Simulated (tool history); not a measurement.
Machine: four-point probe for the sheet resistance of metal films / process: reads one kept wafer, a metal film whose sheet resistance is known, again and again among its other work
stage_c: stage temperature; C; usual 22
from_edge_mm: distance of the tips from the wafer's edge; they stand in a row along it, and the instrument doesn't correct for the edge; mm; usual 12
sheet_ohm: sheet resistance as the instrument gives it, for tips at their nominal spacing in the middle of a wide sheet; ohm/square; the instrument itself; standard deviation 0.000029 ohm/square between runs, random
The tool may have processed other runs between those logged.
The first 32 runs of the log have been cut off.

run     day  stage_c  from_edge_mm  touches since the probe head was changed  hours of work since the stage's thermometer was calibrated  sheet_ohm
 33  62.304       35             6                                    127715                                                        1072   0.146803
 34  64.438       25            39                                    129316                                                        1098   0.145346
 35  65.654       22            27                                    130232                                                        1112   0.145122
 36  66.967       29            67                                    131218                                                        1128   0.145712
 37   68.95       22            11                                    132706                                                        1152    0.14528
 38  71.546       21            14                                    134656                                                        1183   0.145102
 39  73.371       21            14                                    136028                                                        1205   0.145175
 40  74.575       21            14                                    136934                                                        1219   0.145094
 41  77.192       22             5                                    138897                                                        1251     0.1459
 42    79.3       25            63                                    140482                                                        1276   0.145472
 43  81.046       23             4                                    141793                                                        1297   0.146444
 44  82.904       25            23                                    143190                                                        1319   0.145538

4 options for the next run, each taken on its own from the tool as it stands now. Forecast them:
  A  85.308       27             3                                    144995                                                        1348          ?
  B  85.308       22             5                                    144995                                                        1348          ?
  C  85.308       21             8                                    144995                                                        1348          ?
  D  85.308       33             8                                    144995                                                        1348          ?

run  sheet_ohm
  A   0.147824
  B   0.145999
  C   0.145428
  D   0.146585
Take away the tool's hidden state, keep each run's random variation, and the runs would have read:
run  sheet_ohm
  A   0.146204
  B     0.1444
  C   0.143835
  D   0.144975
